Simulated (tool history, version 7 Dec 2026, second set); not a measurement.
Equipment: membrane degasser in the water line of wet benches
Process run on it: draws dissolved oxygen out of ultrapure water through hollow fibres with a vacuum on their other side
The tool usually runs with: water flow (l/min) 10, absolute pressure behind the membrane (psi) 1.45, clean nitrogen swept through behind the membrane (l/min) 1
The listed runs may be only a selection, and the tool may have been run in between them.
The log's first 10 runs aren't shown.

run	hour	water flow (l/min)	absolute pressure behind the membrane (psi)	clean nitrogen swept through behind the membrane (l/min)	dissolved oxygen in the water behind the degasser (ppb)	pressure that the water loses in the fibres (psi)
11	1387.3	10	1.45	1	328.3	4.954
12	1479.2	10	1.45	1	329.7	4.965
13	1649.7	10	1.45	1	338.7	4.902
# hour 1682.8: seals of the vacuum lines changed
14	1777.4	10	1.45	1	316.1	4.921
15	1949.4	10	1.45	1	323.9	4.936
# hour 2076.8: vacuum gauge calibrated
16	2118.4	10	1.45	1	323.3	4.931
17	2332	10	1.86	1	389	4.991
18	2455.1	10	2.06	0.97	428.1	4.965
19	2541	10	0.93	1.23	236	4.986
# hour 2661.3: vacuum gauge calibrated, once more
20	2740	10	0.93	1.23	231	4.982
21	2900.3	10	1.6	1.02	347.6	5.005
22	2997.4	11	1.75	2.48	318.6	5.481
23	3138.3	14	1.17	0.93	576.6	6.918
24	3228.8	6	1.86	0.68	232	3.005
25	3383.6	6	1.86	0.68	232	3.001
26	3496.7	6	1.86	0.68	236.8	2.959
27	3583.8	13	1.61	0.52	733.8	6.524
28	3677.2	13	1.17	0.47	606.9	6.521
29	3816.3	10	1.45	1.03	333.2	5.042
30	3917.1	11	1.03	1	335.4	5.51
31	4098.5	11	1.03	1	332.2	5.577
32	4219.9	12	1.12	2.66	348.8	6.054
33	4344.1	6	2.63	0.47	471	3.043

What if the next run were any one of these 3? Each begins from the tool's condition after run 33:
A	4480.8	6	2.03	0.47	?	?
B	4480.8	11	1.45	0.48	?	?
C	4480.8	11	1.45	1.84	?	?

run	dissolved oxygen in the water behind the degasser (ppb)	pressure that the water loses in the fibres (psi)
A	365.2	3.037
B	557.3	5.594
C	336.7	5.561
Take away the tool's hidden state, keep each run's random variation, and the runs would have read:
run	dissolved oxygen in the water behind the degasser (ppb)	pressure that the water loses in the fibres (psi)
A	340.4	2.864
B	506.7	5.278
C	287.7	5.243
